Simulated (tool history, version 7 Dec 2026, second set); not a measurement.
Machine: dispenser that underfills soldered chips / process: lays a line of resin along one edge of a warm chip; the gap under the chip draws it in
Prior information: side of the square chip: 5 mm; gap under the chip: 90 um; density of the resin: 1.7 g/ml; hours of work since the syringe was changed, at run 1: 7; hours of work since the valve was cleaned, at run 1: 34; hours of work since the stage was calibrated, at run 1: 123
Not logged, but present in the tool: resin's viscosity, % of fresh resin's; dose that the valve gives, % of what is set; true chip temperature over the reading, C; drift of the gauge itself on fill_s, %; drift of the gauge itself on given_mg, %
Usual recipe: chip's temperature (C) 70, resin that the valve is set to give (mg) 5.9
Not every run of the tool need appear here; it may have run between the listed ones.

| run | hour | chip's temperature (C) | resin that the valve is set to give (mg) | hours of work since the syringe was changed | hours of work since the valve was cleaned | hours of work since the stage was calibrated | time until the resin shows at the far edge (s) | resin that the valve gave (mg) |
|---|---|---|---|---|---|---|---|---|
| 1 | 0 | 70 | 5.9 | 7 | 34 | 123 | 28.4 | 5.82 |
|  | 3.1 | new syringe of resin |
| 2 | 7 | 70 | 5.9 | 3 | 39 | 128 | 20.6 | 5.82 |
| 3 | 14.5 | 70 | 5.9 | 8 | 44 | 133 | 30.2 | 5.79 |
|  | 16.2 | new syringe of resin |
| 4 | 20.3 | 66 | 5.9 | 3 | 48 | 136 | 23.7 | 5.76 |
| 5 | 25.5 | 66 | 5.9 | 6 | 51 | 140 | 31.4 | 5.76 |
|  | 29.1 | new syringe of resin |
| 6 | 29.7 | 66 | 5.9 | 0 | 54 | 143 | 19.4 | 5.75 |
| 7 | 37.8 | 66 | 5.9 | 6 | 59 | 148 | 30.6 | 5.73 |
|  | 42.3 | new syringe of resin |
| 8 | 44.7 | 56 | 5.9 | 2 | 64 | 153 | 30.6 | 5.74 |
| 9 | 49.3 | 56 | 5.9 | 5 | 67 | 156 | 38 | 5.74 |
|  | 55.3 | new syringe of resin |
| 10 | 58 | 56 | 5.9 | 2 | 73 | 161 | 32.4 | 5.68 |
|  | 61.2 | dispensing valve cleaned and set on the balance |
| 11 | 63.3 | 56 | 5.9 | 5 | 1 | 164 | 39.5 | 5.93 |
|  | 69.5 | new syringe of resin |
| 12 | 69.6 | 56 | 5.9 | 0 | 6 | 168 | 26.4 | 5.88 |
| 13 | 77.9 | 70 | 6.26 | 6 | 11 | 174 | 24.7 | 6.24 |
|  | 82.9 | new syringe of resin |
| 14 | 85.2 | 70 | 6.26 | 2 | 16 | 179 | 18.9 | 6.22 |
| 15 | 92.6 | 78 | 5.65 | 7 | 21 | 184 | 21.3 | 5.61 |
|  | 95.9 | new syringe of resin |
| 16 | 97.1 | 78 | 5.65 | 1 | 24 | 187 | 13.8 | 5.58 |
| 17 | 103.1 | 78 | 5.65 | 5 | 28 | 191 | 19.2 | 5.6 |
|  | 108.8 | new syringe of resin |
| 18 | 109.7 | 83 | 7.28 | 1 | 32 | 195 | 11.9 | 7.2 |
| 19 | 113.7 | 56 | 5.14 | 3 | 35 | 198 | 36.1 | 5.07 |
| 20 | 118.2 | 80 | 5.58 | 6 | 38 | 201 | 20 | 5.51 |

For each run, the measured value with the value that run would have given without the tool's hidden condition subtracted. The run-to-run variation is shared by both, the gauge scatter possibly not:
| run | time until the resin shows at the far edge (s) | resin that the valve gave (mg) |
|---|---|---|
| 1 | +10.5 | -0.1 |
| 2 | +3.3 | -0.1 |
| 3 | +12.7 | -0.13 |
| 4 | +4.2 | -0.13 |
| 5 | +11.3 | -0.14 |
| 6 | +0.2 | -0.15 |
| 7 | +10.2 | -0.16 |
| 8 | +2.6 | -0.17 |
| 9 | +10.3 | -0.18 |
| 10 | +3.8 | -0.2 |
| 11 | +11.1 | +0 |
| 12 | -0.7 | +0 |
| 13 | +8.2 | -0.02 |
| 14 | +1.5 | -0.03 |
| 15 | +7.8 | -0.04 |
| 16 | +0.4 | -0.05 |
| 17 | +5.3 | -0.07 |
| 18 | +0.2 | -0.09 |
| 19 | +6.9 | -0.08 |
| 20 | +7.1 | -0.09 |
